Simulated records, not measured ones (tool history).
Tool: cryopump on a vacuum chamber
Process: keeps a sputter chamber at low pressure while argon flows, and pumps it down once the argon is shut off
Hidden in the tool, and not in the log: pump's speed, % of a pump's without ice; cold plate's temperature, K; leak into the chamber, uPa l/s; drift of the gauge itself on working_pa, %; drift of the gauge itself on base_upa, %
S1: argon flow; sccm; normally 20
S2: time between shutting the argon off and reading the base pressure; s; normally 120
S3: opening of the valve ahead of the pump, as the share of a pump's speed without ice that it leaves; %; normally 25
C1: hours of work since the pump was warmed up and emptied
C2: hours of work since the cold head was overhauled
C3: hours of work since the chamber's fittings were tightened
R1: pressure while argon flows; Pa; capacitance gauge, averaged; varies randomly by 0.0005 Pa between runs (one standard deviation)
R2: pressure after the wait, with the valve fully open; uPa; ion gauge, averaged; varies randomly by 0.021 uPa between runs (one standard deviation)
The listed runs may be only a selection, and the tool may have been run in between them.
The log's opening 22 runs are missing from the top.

run,day,S1,S2,S3,C1,C2,C3,R1,R2
23,82.475,14,120,22,915,1853,902,0.0473,0.80
# day 83.917: pump warmed up, emptied and cooled again
24,87.967,14,120,52,77,1953,1002,0.0188,0.74
25,90.617,37,242,59,127,2003,1052,0.0442,0.63
26,94.129,19,58,59,194,2070,1119,0.0226,1.01
27,96.825,19,48,18,245,2121,1170,0.0733,1.12
28,100.983,19,48,18,324,2200,1249,0.0736,1.13
29,105.312,25,48,18,406,2282,1331,0.0971,1.18
# day 107.246: leaking fittings of the chamber tightened, without venting
30,110.442,20,96,49,502,2378,61,0.0303,0.41
31,113.017,14,235,25,551,2427,110,0.0402,0.29
32,115.917,9,120,20,606,2482,165,0.0322,0.42
33,119.221,10,120,24,668,2544,227,0.0294,0.49
34,124.150,12,139,44,762,2638,321,0.0196,0.47

Branching from run 34: 4 alternative next runs. What would each branch give?
A,128.279,10,140,16,840,2716,399,?,?
B,128.279,10,139,23,840,2716,399,?,?
C,128.279,20,71,60,840,2716,399,?,?
D,128.279,21,139,44,840,2716,399,?,?

run,R1,R2
A,0.0444,0.52
B,0.0313,0.53
C,0.0258,0.66
D,0.0363,0.55
With no hidden state in the tool, these same runs would have given:
run,R1,R2
A,0.0426,0.28
B,0.0295,0.28
C,0.0223,0.43
D,0.0327,0.31
